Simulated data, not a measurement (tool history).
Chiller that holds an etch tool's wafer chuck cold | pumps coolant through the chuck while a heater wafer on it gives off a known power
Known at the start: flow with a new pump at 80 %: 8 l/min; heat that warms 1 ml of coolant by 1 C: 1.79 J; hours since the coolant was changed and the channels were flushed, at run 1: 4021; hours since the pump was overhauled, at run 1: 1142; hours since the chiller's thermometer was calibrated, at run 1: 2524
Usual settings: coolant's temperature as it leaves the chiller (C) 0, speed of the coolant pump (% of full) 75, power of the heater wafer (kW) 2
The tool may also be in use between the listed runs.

| run | day | coolant's temperature as it leaves the chiller (C) | speed of the coolant pump (% of full) | power of the heater wafer (kW) | hours since the coolant was changed and the channels were flushed | hours since the pump was overhauled | hours since the chiller's thermometer was calibrated | chuck's temperature once it has settled (C) | how much warmer the coolant comes back (C) |
|---|---|---|---|---|---|---|---|---|---|
| 1 | 0 | 0 | 75 | 2 | 4021 | 1142 | 2524 | 21.4 | 9.23 |
| 2 | 1.279 | 0 | 75 | 2 | 4051 | 1173 | 2554 | 21.4 | 9.23 |
| 3 | 2.942 | 0 | 75 | 2 | 4091 | 1213 | 2594 | 21.4 | 9.26 |
| 4 | 4.596 | 0 | 75 | 2 | 4131 | 1252 | 2634 | 21.6 | 9.25 |
| 5 | 5.892 | 0 | 75 | 2 | 4162 | 1283 | 2665 | 21.5 | 9.21 |
| 6 | 7.529 | 0 | 75 | 2 | 4201 | 1323 | 2704 | 21.6 | 9.19 |
| 7 | 8.271 | 0 | 75 | 2 | 4219 | 1341 | 2722 | 21.5 | 9.33 |
| 8 | 9.204 | 6 | 75 | 2 | 4242 | 1363 | 2745 | 27.6 | 9.31 |
| 9 | 10.592 | 6 | 75 | 1.2 | 4275 | 1396 | 2778 | 18.7 | 5.55 |
| 10 | 11.829 | 6 | 75 | 1.2 | 4305 | 1426 | 2808 | 18.7 | 5.57 |
| 11 | 12.875 | 6 | 75 | 1.2 | 4330 | 1451 | 2833 | 18.8 | 5.57 |
| 12 | 14.079 | 6 | 75 | 1.2 | 4359 | 1480 | 2862 | 18.8 | 5.54 |
|  | 14.983 | coolant changed, channels flushed |
| 13 | 15.646 | 6 | 75 | 1.2 | 16 | 1512 | 2893 | 16.7 | 5.56 |
| 14 | 16.667 | 6 | 75 | 1.2 | 40 | 1536 | 2918 | 16.7 | 5.58 |
|  | 17.375 | chiller's thermometer calibrated |
| 15 | 17.733 | 6 | 75 | 2.049 | 65 | 1561 | 9 | 24.6 | 9.59 |
| 16 | 18.521 | 6 | 75 | 2.049 | 84 | 1580 | 28 | 24.5 | 9.61 |
| 17 | 20.275 | -9 | 83 | 1.775 | 126 | 1622 | 70 | 5.6 | 7.33 |
| 18 | 21.325 | -8 | 94 | 1.706 | 151 | 1647 | 95 | 4.4 | 6.16 |
| 19 | 22.683 | 8 | 94 | 1.005 | 184 | 1679 | 127 | 15 | 3.61 |
| 20 | 23.958 | -6 | 75 | 2 | 214 | 1710 | 158 | 12.2 | 9.3 |
| 21 | 25.704 | 0 | 66 | 1.932 | 256 | 1752 | 200 | 19.8 | 10.4 |
| 22 | 26.688 | 5 | 95 | 1.22 | 280 | 1776 | 224 | 13.4 | 4.37 |
|  | 27.992 | chiller's thermometer calibrated, once more |
| 23 | 28.108 | -1 | 64 | 1.467 | 313 | 1809 | 3 | 15.4 | 8.21 |
| 24 | 29.879 | 0 | 89 | 1.32 | 356 | 1851 | 45 | 11.2 | 5.09 |
| 25 | 31.275 | -7 | 73 | 1.32 | 389 | 1885 | 79 | 6.2 | 6.37 |
| 26 | 32.596 | -7 | 73 | 1.32 | 421 | 1916 | 111 | 6.4 | 6.34 |
| 27 | 33.496 | -3 | 67 | 1.364 | 442 | 1938 | 132 | 11.6 | 7.26 |
| 28 | 34.675 | 0 | 64 | 1.79 | 471 | 1966 | 160 | 20 | 10.14 |

Forecast run 29:
| 29 | 35.596 | 0 | 64 | 1.79 | 493 | 1988 | 183 | ? | ? |

chuck's temperature once it has settled (C): 20.1
how much warmer the coolant comes back (C): 10.05
Without the tool's hidden state the same run would have given chuck's temperature once it has settled (C) 19.3, how much warmer the coolant comes back (C) 9.67.
